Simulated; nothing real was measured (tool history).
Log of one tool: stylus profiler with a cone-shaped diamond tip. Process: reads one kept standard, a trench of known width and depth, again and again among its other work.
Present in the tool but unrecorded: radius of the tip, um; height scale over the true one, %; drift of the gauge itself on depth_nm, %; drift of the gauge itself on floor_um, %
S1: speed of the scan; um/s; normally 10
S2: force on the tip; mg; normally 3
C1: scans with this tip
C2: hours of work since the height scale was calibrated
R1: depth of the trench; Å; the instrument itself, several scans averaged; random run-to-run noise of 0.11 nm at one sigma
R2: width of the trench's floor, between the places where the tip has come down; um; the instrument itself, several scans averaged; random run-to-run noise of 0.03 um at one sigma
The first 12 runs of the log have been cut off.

run	day	S1	S2	C1	C2	R1	R2
13	8.996	10	1.03	849	96	2012.6	17.03
14	9.792	10	3	970	110	2026.2	17.03
15	10.4	10	3	1062	121	2027.2	16.99
16	10.921	10	3	1141	130	2024	16.98
# day 11.008: height scale calibrated on a step standard
17	11.875	29	3	1282	15	2024.6	16.84
18	12.329	29	3	1352	23	2023.3	16.91
19	13.096	29	3	1468	36	2023.2	16.91
# day 13.383: height scale calibrated on a step standard, once more
20	13.65	10	3	1549	5	2023.8	16.97
21	14.112	10	3	1619	13	2026	16.95
22	14.562	10	3	1688	20	2023.5	16.97
23	15.154	10	3	1778	31	2024.6	16.96
24	15.729	10	3	1865	41	2026.9	16.92
25	16.45	10	3	1974	53	2024.4	16.92
26	17.246	34	3.24	2095	67	2023.3	16.79

Run 27 has not been measured yet. What should we expect?
27	18.117	26	3.24	2228	82	?	?

{"run 27": {"R1": 2024, "R2": 16.86}}
Take away the tool's hidden state, keep the run-to-run variation as it was, and the same run would have given R1 2024.8 Å, R2 17.12 um.

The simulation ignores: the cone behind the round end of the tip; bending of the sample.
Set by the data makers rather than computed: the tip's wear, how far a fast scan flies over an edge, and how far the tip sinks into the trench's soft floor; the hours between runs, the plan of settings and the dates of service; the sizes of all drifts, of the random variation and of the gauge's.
